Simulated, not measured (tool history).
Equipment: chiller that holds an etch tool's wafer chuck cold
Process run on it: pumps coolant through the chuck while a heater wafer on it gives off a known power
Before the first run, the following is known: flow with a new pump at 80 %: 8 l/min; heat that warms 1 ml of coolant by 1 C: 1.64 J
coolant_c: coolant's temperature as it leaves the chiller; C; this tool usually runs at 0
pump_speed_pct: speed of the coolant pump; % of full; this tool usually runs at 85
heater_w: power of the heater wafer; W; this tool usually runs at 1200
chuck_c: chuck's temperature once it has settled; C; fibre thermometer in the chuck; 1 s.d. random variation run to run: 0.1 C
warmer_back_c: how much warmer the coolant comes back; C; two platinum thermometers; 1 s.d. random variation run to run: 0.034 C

run	day	coolant_c	pump_speed_pct	heater_w	chuck_c	warmer_back_c
1	0	0	85	1200	9.1	5.24
2	4.15	0	93	1200	8.7	4.73
3	7.225	0	93	1200	8.5	4.77
4	9.883	0	93	1200	8.7	4.77
5	13.608	-2	85	1200	7.5	5.31
6	16.671	3	85	1200	12.6	5.21
7	20.808	2	85	1200	11.7	5.22
8	25.021	2	85	1200	11.4	5.31
9	27.612	2	85	1200	11.8	5.25
10	31.312	2	85	1200	11.8	5.32
11	33.529	2	85	1200	11.6	5.25
12	38	2	85	1200	11.7	5.31
13	41.438	2	85	1200	11.6	5.28
14	43.346	2	85	680	7.9	2.95
15	46.7	4	81	1165	13.9	5.43
16	51.221	4	99	1376	13.3	5.15
17	55.517	4	99	1376	13.2	5.2
18	59.788	4	99	1376	13.2	5.22
19	62.371	4	96	1024	11	4.03
20	66.083	2	78	1024	10.6	4.96
21	70.071	2	78	1024	10.8	4.89
22	72.317	-7	71	894	1.4	4.78
23	75.238	-4	95	1200	4.5	4.71
24	77.279	-4	95	1200	4.8	4.74

Not shown here: 1 entry made in the log between runs. Locate each between two listed runs and compare the hidden state at the listed run before it with the hidden state at the listed run after it:
Runs 15 to 16: chiller's thermometer calibrated (day 47.329)
  heat passed by the chuck's channels, % of clean ones': 88.5 -> 88.2; flow at a given pump speed, % of a new pump's: 97.7 -> 97.6; coolant's true temperature over the reading, C: 0.61 -> 0.02
  measured value less the no-hidden-state value, chuck_c: +1.5 -> +0.9 C; warmer_back_c: +0.13 -> +0.12 C
